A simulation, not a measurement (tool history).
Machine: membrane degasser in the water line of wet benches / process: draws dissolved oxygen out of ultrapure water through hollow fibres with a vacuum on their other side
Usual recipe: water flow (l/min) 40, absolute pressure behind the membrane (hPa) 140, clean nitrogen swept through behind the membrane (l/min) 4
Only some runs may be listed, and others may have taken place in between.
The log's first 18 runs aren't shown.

| run | hour | water flow (l/min) | absolute pressure behind the membrane (hPa) | clean nitrogen swept through behind the membrane (l/min) | dissolved oxygen in the water behind the degasser (ppb) | pressure that the water loses in the fibres (hPa) |
|---|---|---|---|---|---|---|
| 19 | 1589.9 | 40 | 286 | 2.24 | 923.2 | 620 |
| 20 | 1710.4 | 40 | 286 | 2.24 | 922.3 | 612.9 |
| 21 | 1763.8 | 40 | 286 | 2.24 | 922.7 | 609.2 |
| 22 | 1822.6 | 49 | 218 | 3.31 | 599 | 750.8 |
| 23 | 1893.6 | 47 | 194 | 7.23 | 254.9 | 723.4 |
| 24 | 1969.8 | 35 | 125 | 4.74 | 164 | 535.7 |
| 25 | 2087.5 | 36 | 223 | 2.44 | 606.1 | 554.1 |
| 26 | 2204.7 | 36 | 223 | 2.44 | 605.3 | 551.2 |
| 27 | 2273.4 | 59 | 250 | 9.77 | 327.9 | 907.4 |
| 28 | 2364.7 | 34 | 201 | 4.64 | 289.1 | 521.6 |
| 29 | 2433.4 | 34 | 201 | 3.8 | 346.9 | 518.3 |
| 30 | 2565.1 | 34 | 201 | 3.8 | 346.6 | 521.8 |
| 31 | 2649.4 | 34 | 201 | 3.8 | 346.3 | 522.6 |
| 32 | 2771.9 | 26 | 155 | 3.15 | 236.4 | 399 |

Alternative continuations, all from the tool just after run 32; predict every row:
| A | 2901.4 | 48 | 268 | 11.12 | ? | ? |
| B | 2901.4 | 26 | 155 | 3.15 | ? | ? |
| C | 2901.4 | 48 | 155 | 3.15 | ? | ? |

| run | dissolved oxygen in the water behind the degasser (ppb) | pressure that the water loses in the fibres (hPa) |
|---|---|---|
| A | 251.1 | 738 |
| B | 236.6 | 401.3 |
| C | 417.5 | 737 |
Stripped of hidden state, with their random variation kept, the same runs would have yielded:
| run | dissolved oxygen in the water behind the degasser (ppb) | pressure that the water loses in the fibres (hPa) |
|---|---|---|
| A | 251.1 | 737.7 |
| B | 236.6 | 401.2 |
| C | 417.4 | 736.8 |
